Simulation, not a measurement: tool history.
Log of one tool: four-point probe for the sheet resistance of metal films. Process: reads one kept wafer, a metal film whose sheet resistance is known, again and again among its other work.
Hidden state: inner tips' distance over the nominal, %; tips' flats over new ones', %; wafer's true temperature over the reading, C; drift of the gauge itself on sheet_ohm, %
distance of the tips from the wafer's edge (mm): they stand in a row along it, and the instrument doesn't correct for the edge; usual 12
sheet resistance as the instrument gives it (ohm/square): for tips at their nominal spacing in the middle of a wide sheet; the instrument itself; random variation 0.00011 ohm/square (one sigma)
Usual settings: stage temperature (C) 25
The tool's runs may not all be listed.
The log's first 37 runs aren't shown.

run,hour,stage temperature (C),distance of the tips from the wafer's edge (mm),touches since the probe head was changed,hours of work since the stage's thermometer was calibrated,sheet resistance as the instrument gives it (ohm/square)
38,1144.3,23,6,94496,814,0.566595
39,1184.1,23,6,96189,835,0.566388
40,1211.4,25,53,97349,849,0.562651
41,1247,27,37,98862,868,0.562165
42,1273,27,37,99971,882,0.562154
# hour 1292.4: new probe head fitted
43,1305.3,27,37,549,899,0.568328
44,1342.2,27,37,2120,919,0.568289
45,1364.9,25,4,3083,931,0.576425

3 ways to go on from here, each from the tool as it stands after run 45. What would each give?
A,1384,25,25,3897,941,?
B,1384,28,36,3897,941,?
C,1384,25,19,3897,941,?

run,sheet resistance as the instrument gives it (ohm/square)
A,0.568838
B,0.568033
C,0.569229
Without the tool's hidden state the same runs would have given:
run,sheet resistance as the instrument gives it (ohm/square)
A,0.569
B,0.568203
C,0.569391
